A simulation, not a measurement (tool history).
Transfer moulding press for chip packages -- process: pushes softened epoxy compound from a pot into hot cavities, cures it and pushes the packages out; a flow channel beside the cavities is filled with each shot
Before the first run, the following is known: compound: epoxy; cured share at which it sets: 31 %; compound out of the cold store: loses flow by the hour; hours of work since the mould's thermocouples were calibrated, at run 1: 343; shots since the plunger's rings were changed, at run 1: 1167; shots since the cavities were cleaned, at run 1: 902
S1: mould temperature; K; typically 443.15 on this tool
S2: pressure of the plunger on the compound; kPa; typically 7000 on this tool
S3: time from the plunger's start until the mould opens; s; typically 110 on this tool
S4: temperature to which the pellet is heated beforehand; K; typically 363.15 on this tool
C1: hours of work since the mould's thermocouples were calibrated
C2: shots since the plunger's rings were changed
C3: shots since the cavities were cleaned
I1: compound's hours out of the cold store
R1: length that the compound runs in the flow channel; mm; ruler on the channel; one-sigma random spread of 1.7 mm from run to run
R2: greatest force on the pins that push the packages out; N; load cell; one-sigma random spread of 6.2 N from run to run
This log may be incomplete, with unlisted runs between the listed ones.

run 1 hour=0.0 | S1=443.15 S2=7000 S3=110 S4=363.15 | C1=343 C2=1167 C3=902 | I1=34.8 | R1=785 R2=461
-- hour=21.3 cavities cleaned with cleaning compound and waxed
run 2 hour=57.0 | S1=443.15 S2=7000 S3=110 S4=363.15 | C1=380 C2=1729 C3=362 | I1=8.6 | R1=874 R2=357
run 3 hour=108.7 | S1=443.15 S2=7000 S3=110 S4=363.15 | C1=415 C2=2253 C3=886 | I1=30.8 | R1=792 R2=444
-- hour=131.7 cavities cleaned with cleaning compound and waxed
run 4 hour=173.3 | S1=443.15 S2=7000 S3=110 S4=363.15 | C1=456 C2=2892 C3=421 | I1=9.3 | R1=859 R2=376
run 5 hour=227.7 | S1=443.15 S2=7000 S3=110 S4=363.15 | C1=493 C2=3444 C3=973 | I1=42.9 | R1=742 R2=442
-- hour=241.4 cavities cleaned with cleaning compound and waxed
-- hour=301.4 plunger's sealing rings changed
run 6 hour=312.5 | S1=443.15 S2=7000 S3=110 S4=363.15 | C1=546 C2=113 C3=695 | I1=43.0 | R1=770 R2=398
-- hour=332.6 mould's thermocouples calibrated
-- hour=354.5 cavities cleaned with cleaning compound and waxed
run 7 hour=359.8 | S1=443.15 S2=7000 S3=110 S4=363.15 | C1=17 C2=556 C3=53 | I1=39.3 | R1=778 R2=257
run 8 hour=439.1 | S1=443.15 S2=7000 S3=97 S4=363.15 | C1=70 C2=1361 C3=858 | I1=36.0 | R1=781 R2=479
-- hour=462.8 cavities cleaned with cleaning compound and waxed
run 9 hour=479.8 | S1=443.15 S2=7000 S3=127 S4=363.15 | C1=96 C2=1757 C3=171 | I1=13.6 | R1=854 R2=265
run 10 hour=566.0 | S1=446.15 S2=7000 S3=127 S4=363.15 | C1=153 C2=2631 C3=1045 | I1=10.8 | R1=847 R2=420
-- hour=574.7 cavities cleaned with cleaning compound and waxed
run 11 hour=621.0 | S1=446.15 S2=7000 S3=127 S4=363.15 | C1=188 C2=3174 C3=470 | I1=45.5 | R1=730 R2=344
-- hour=684.0 cavities cleaned with cleaning compound and waxed
run 12 hour=706.9 | S1=446.15 S2=7000 S3=140 S4=363.15 | C1=244 C2=4029 C3=232 | I1=25.6 | R1=781 R2=295
-- hour=722.6 plunger's sealing rings changed
run 13 hour=790.2 | S1=446.15 S2=7000 S3=140 S4=363.15 | C1=298 C2=685 C3=1051 | I1=40.6 | R1=764 R2=423
-- hour=796.6 cavities cleaned with cleaning compound and waxed
run 14 hour=868.6 | S1=446.15 S2=7000 S3=140 S4=363.15 | C1=349 C2=1464 C3=729 | I1=29.0 | R1=799 R2=351
-- hour=908.9 cavities cleaned with cleaning compound and waxed
run 15 hour=948.6 | S1=435.15 S2=7000 S3=114 S4=363.15 | C1=401 C2=2260 C3=402 | I1=41.9 | R1=796 R2=491
-- hour=1018.3 cavities cleaned with cleaning compound and waxed
run 16 hour=1032.8 | S1=435.15 S2=7000 S3=114 S4=363.15 | C1=456 C2=3098 C3=148 | I1=45.8 | R1=777 R2=395
run 17 hour=1108.8 | S1=440.15 S2=5670 S3=114 S4=363.15 | C1=506 C2=3868 C3=918 | I1=38.8 | R1=694 R2=455
-- hour=1129.9 cavities cleaned with cleaning compound and waxed
-- hour=1136.9 plunger's sealing rings changed
-- hour=1192.1 mould's thermocouples calibrated
run 18 hour=1193.1 | S1=440.15 S2=5670 S3=114 S4=363.15 | C1=1 C2=549 C3=595 | I1=8.0 | R1=817 R2=444
-- hour=1245.2 cavities cleaned with cleaning compound and waxed
run 19 hour=1279.5 | S1=445.15 S2=6100 S3=106 S4=363.15 | C1=57 C2=1409 C3=348 | I1=23.4 | R1=769 R2=345
-- hour=1352.8 cavities cleaned with cleaning compound and waxed
run 20 hour=1352.8 | S1=445.15 S2=6100 S3=106 S4=363.15 | C1=105 C2=2137 C3=0 | I1=37.3 | R1=717 R2=234
run 21 hour=1429.3 | S1=445.15 S2=6100 S3=106 S4=363.15 | C1=155 C2=2911 C3=774 | I1=32.8 | R1=727 R2=417
-- hour=1460.4 cavities cleaned with cleaning compound and waxed
run 22 hour=1502.5 | S1=445.15 S2=7000 S3=110 S4=363.15 | C1=203 C2=3639 C3=427 | I1=22.1 | R1=810 R2=350
run 23 hour=1543.0 | S1=445.15 S2=7000 S3=110 S4=363.15 | C1=230 C2=4050 C3=838 | I1=16.4 | R1=824 R2=412
-- hour=1553.3 plunger's sealing rings changed
-- hour=1571.6 cavities cleaned with cleaning compound and waxed
run 24 hour=1631.7 | S1=448.15 S2=6880 S3=133 S4=366.15 | C1=286 C2=779 C3=609 | I1=14.0 | R1=838 R2=358
-- hour=1679.2 cavities cleaned with cleaning compound and waxed
run 25 hour=1699.2 | S1=448.15 S2=6200 S3=133 S4=358.15 | C1=330 C2=1449 C3=203 | I1=17.3 | R1=782 R2=275
run 26 hour=1762.2 | S1=448.15 S2=6200 S3=133 S4=358.15 | C1=372 C2=2086 C3=840 | I1=34.7 | R1=719 R2=374
-- hour=1785.7 cavities cleaned with cleaning compound and waxed
run 27 hour=1806.3 | S1=448.15 S2=6200 S3=133 S4=358.15 | C1=400 C2=2518 C3=208 | I1=28.1 | R1=736 R2=273

Across each entry between runs, compare the hidden state at the last listed run before it with the hidden state at the first listed run after it:
Logged between run 1 and run 2: cavities cleaned with cleaning compound and waxed (hour 21.3)
  true mould temperature over the reading, C: 0.09 -> 0.05; pressure that reaches the compound, % of what is set: 97.24 -> 96.11; grip of the stained cavities, % over clean ones': 92.1 -> 50.5
  measured less the result without the state, R1: -12 -> -18 mm; R2: +220 -> +118 N
Logged between run 3 and run 4: cavities cleaned with cleaning compound and waxed (hour 131.7)
  true mould temperature over the reading, C: 0.02 -> -0.02; pressure that reaches the compound, % of what is set: 95.04 -> 93.74; grip of the stained cavities, % over clean ones': 88.3 -> 53.1
  measured less the result without the state, R1: -20 -> -28 mm; R2: +210 -> +130 N
Logged between run 5 and run 6: cavities cleaned with cleaning compound and waxed (hour 241.4); plunger's sealing rings changed (hour 301.4)
  true mould temperature over the reading, C: -0.05 -> -0.11; pressure that reaches the compound, % of what is set: 92.57 -> 99.34; grip of the stained cavities, % over clean ones': 91 -> 70.9
  measured less the result without the state, R1: -29 -> -2 mm; R2: +211 -> +164 N
Logged between run 6 and run 7: mould's thermocouples calibrated (hour 332.6); cavities cleaned with cleaning compound and waxed (hour 354.5)
  true mould temperature over the reading, C: -0.11 -> 0.12; pressure that reaches the compound, % of what is set: 99.34 -> 98.36; grip of the stained cavities, % over clean ones': 70.9 -> 9.4
  measured less the result without the state, R1: -2 -> -7 mm; R2: +164 -> +21 N
Logged between run 8 and run 9: cavities cleaned with cleaning compound and waxed (hour 462.8)
  true mould temperature over the reading, C: 0.07 -> 0.04; pressure that reaches the compound, % of what is set: 96.78 -> 96.03; grip of the stained cavities, % over clean ones': 83.4 -> 24.7
  measured less the result without the state, R1: -13 -> -17 mm; R2: +215 -> +52 N
Logged between run 10 and run 11: cavities cleaned with cleaning compound and waxed (hour 574.7)
  true mould temperature over the reading, C: -0.01 -> -0.04; pressure that reaches the compound, % of what is set: 94.4 -> 93.4; grip of the stained cavities, % over clean ones': 93.6 -> 57.6
  measured less the result without the state, R1: -24 -> -26 mm; R2: +204 -> +126 N
Logged between run 11 and run 12: cavities cleaned with cleaning compound and waxed (hour 684.0)
  true mould temperature over the reading, C: -0.04 -> -0.1; pressure that reaches the compound, % of what is set: 93.4 -> 91.74; grip of the stained cavities, % over clean ones': 57.6 -> 29.8
  measured less the result without the state, R1: -26 -> -34 mm; R2: +126 -> +68 N
Logged between run 12 and run 13: plunger's sealing rings changed (hour 722.6)
  true mould temperature over the reading, C: -0.1 -> -0.15; pressure that reaches the compound, % of what is set: 91.74 -> 98.71; grip of the stained cavities, % over clean ones': 29.8 -> 92.5
  measured less the result without the state, R1: -34 -> -4 mm; R2: +68 -> +202 N
Logged between run 13 and run 14: cavities cleaned with cleaning compound and waxed (hour 796.6)
  true mould temperature over the reading, C: -0.15 -> -0.2; pressure that reaches the compound, % of what is set: 98.71 -> 97.26; grip of the stained cavities, % over clean ones': 92.5 -> 73.5
  measured less the result without the state, R1: -4 -> -11 mm; R2: +202 -> +152 N
Logged between run 14 and run 15: cavities cleaned with cleaning compound and waxed (hour 908.9)
  true mould temperature over the reading, C: -0.2 -> -0.25; pressure that reaches the compound, % of what is set: 97.26 -> 95.83; grip of the stained cavities, % over clean ones': 73.5 -> 51.7
  measured less the result without the state, R1: -11 -> -15 mm; R2: +152 -> +172 N
Logged between run 15 and run 16: cavities cleaned with cleaning compound and waxed (hour 1018.3)
  true mould temperature over the reading, C: -0.25 -> -0.31; pressure that reaches the compound, % of what is set: 95.83 -> 94.13; grip of the stained cavities, % over clean ones': 51.7 -> 24.7
  measured less the result without the state, R1: -15 -> -23 mm; R2: +172 -> +85 N
Logged between run 17 and run 18: cavities cleaned with cleaning compound and waxed (hour 1129.9); plunger's sealing rings changed (hour 1136.9); mould's thermocouples calibrated (hour 1192.1)
  true mould temperature over the reading, C: -0.36 -> -0.3; pressure that reaches the compound, % of what is set: 92.51 -> 98.89; grip of the stained cavities, % over clean ones': 88.4 -> 69.1
  measured less the result without the state, R1: -26 -> -3 mm; R2: +222 -> +186 N
Logged between run 18 and run 19: cavities cleaned with cleaning compound and waxed (hour 1245.2)
  true mould temperature over the reading, C: -0.3 -> -0.35; pressure that reaches the compound, % of what is set: 98.89 -> 97.3; grip of the stained cavities, % over clean ones': 69.1 -> 46.8
  measured less the result without the state, R1: -3 -> -9 mm; R2: +186 -> +109 N
Logged between run 19 and run 20: cavities cleaned with cleaning compound and waxed (hour 1352.8)
  true mould temperature over the reading, C: -0.35 -> -0.4; pressure that reaches the compound, % of what is set: 97.3 -> 95.84; grip of the stained cavities, % over clean ones': 46.8 -> 0.8
  measured less the result without the state, R1: -9 -> -14 mm; R2: +109 -> +4 N
Logged between run 21 and run 22: cavities cleaned with cleaning compound and waxed (hour 1460.4)
  true mould temperature over the reading, C: -0.44 -> -0.49; pressure that reaches the compound, % of what is set: 94.4 -> 93.08; grip of the stained cavities, % over clean ones': 80.3 -> 51.9
  measured less the result without the state, R1: -20 -> -28 mm; R2: +187 -> +121 N
Logged between run 23 and run 24: plunger's sealing rings changed (hour 1553.3); cavities cleaned with cleaning compound and waxed (hour 1571.6)
  true mould temperature over the reading, C: -0.52 -> -0.57; pressure that reaches the compound, % of what is set: 92.25 -> 97.96; grip of the stained cavities, % over clean ones': 83.8 -> 67.9
  measured less the result without the state, R1: -31 -> -6 mm; R2: +190 -> +144 N
Logged between run 24 and run 25: cavities cleaned with cleaning compound and waxed (hour 1679.2)
  true mould temperature over the reading, C: -0.57 -> -0.62; pressure that reaches the compound, % of what is set: 97.96 -> 96.74; grip of the stained cavities, % over clean ones': 67.9 -> 27.9
  measured less the result without the state, R1: -6 -> -11 mm; R2: +144 -> +61 N
Logged between run 26 and run 27: cavities cleaned with cleaning compound and waxed (hour 1785.7)
  true mould temperature over the reading, C: -0.66 -> -0.68; pressure that reaches the compound, % of what is set: 95.39 -> 94.55; grip of the stained cavities, % over clean ones': 78.5 -> 30.4
  measured less the result without the state, R1: -14 -> -19 mm; R2: +164 -> +63 N
